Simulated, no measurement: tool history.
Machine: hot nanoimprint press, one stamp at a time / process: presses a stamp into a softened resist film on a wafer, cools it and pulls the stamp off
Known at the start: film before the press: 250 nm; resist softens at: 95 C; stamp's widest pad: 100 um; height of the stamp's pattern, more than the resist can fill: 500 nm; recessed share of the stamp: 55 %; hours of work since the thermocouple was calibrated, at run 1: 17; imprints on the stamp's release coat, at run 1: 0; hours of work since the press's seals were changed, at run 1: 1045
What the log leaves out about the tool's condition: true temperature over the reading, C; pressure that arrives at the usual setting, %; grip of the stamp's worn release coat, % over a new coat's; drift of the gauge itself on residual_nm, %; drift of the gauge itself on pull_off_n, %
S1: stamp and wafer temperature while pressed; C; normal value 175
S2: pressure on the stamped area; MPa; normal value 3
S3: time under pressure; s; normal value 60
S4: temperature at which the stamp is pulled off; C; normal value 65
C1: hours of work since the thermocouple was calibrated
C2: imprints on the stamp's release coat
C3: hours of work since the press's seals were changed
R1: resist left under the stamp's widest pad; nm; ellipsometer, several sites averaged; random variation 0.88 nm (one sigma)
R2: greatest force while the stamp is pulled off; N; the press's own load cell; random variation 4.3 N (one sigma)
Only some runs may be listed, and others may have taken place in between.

run	hour	S1	S2	S3	S4	C1	C2	C3	R1	R2
1	0	175	3	60	65	17	0	1045	125.7	220
2	64.3	175	3	60	61	56	262	1084	126.2	237
3	118.3	175	3	60	61	88	483	1117	128.5	242
# hour 181.5: press's hydraulic seals changed and the load cell set to zero
4	197.7	175	3	60	61	131	774	10	124.4	246
5	246	175	3	60	61	161	971	39	122.7	261
# hour 309.1: stamp cleaned and given a new release coat
6	318.6	175	3	60	61	201	39	79	124.2	246
7	357.4	175	3	60	61	224	197	103	124.3	252
8	399.1	175	3	60	61	249	367	128	122.4	247
9	448.9	175	3	60	61	279	570	158	125.5	244
# hour 479.7: plate thermocouple calibrated
10	530.8	175	3	60	61	31	892	205	127.8	265
# hour 611.2: stamp cleaned and given a new release coat
11	611.2	175	3	60	61	76	0	250	128	231
12	645.3	175	3	60	61	96	139	271	128.5	242
13	682.9	175	3	60	61	119	292	293	126.2	246
# hour 695: plate thermocouple calibrated, once more
14	723.7	175	3	44	65	17	446	316	139.3	238
15	770	175	3	44	65	45	635	344	138	233
16	820.1	175	3	60	61	75	839	374	124.7	252
17	872	175	3	60	61	107	1051	406	125.6	259
# hour 912.8: stamp cleaned and given a new release coat
18	915.7	182	3	60	65	130	12	428	92.6	222
19	963.1	182	3	60	65	158	205	457	92.8	228
20	1025.9	175	4.47	60	68	196	461	495	106.9	228
21	1100.1	175	4.47	60	68	241	764	540	108.5	239
22	1159.7	175	2.34	39	68	277	1007	576	159.6	236
# hour 1193.6: plate thermocouple calibrated
23	1206.1	169	3	66	65	8	1183	602	153.4	253
# hour 1218.1: stamp cleaned and given a new release coat
24	1271	169	3	66	59	43	216	637	154	250
25	1323.3	169	3	66	59	75	429	669	155	250
26	1361.1	175	3	43	52	97	583	692	142.8	272
27	1434.3	168	3	60	71	142	882	736	167	233
28	1496.5	168	3	60	71	179	1135	773	165.5	238
# hour 1516.4: stamp cleaned and given a new release coat
29	1581.9	185	3	60	71	227	267	821	83.1	217

Below are 5 alternative next runs, each starting from the tool's condition after run 29. Predict each:
A	1632.2	169	3	101	65	257	472	852	?	?
B	1632.2	187	3	59	67	257	472	852	?	?
C	1632.2	173	2.47	78	71	257	472	852	?	?
D	1632.2	175	2.8	60	65	257	472	852	?	?
E	1632.2	179	3	63	71	257	472	852	?	?

run	R1	R2
A	138.4	237
B	78.4	225
C	135.4	223
D	132.2	236
E	107.3	218
Stripped of hidden state, with their random variation kept, the same runs would have yielded:
run	R1	R2
A	130.8	225
B	73.7	213
C	128.8	212
D	125.3	224
E	100.9	206
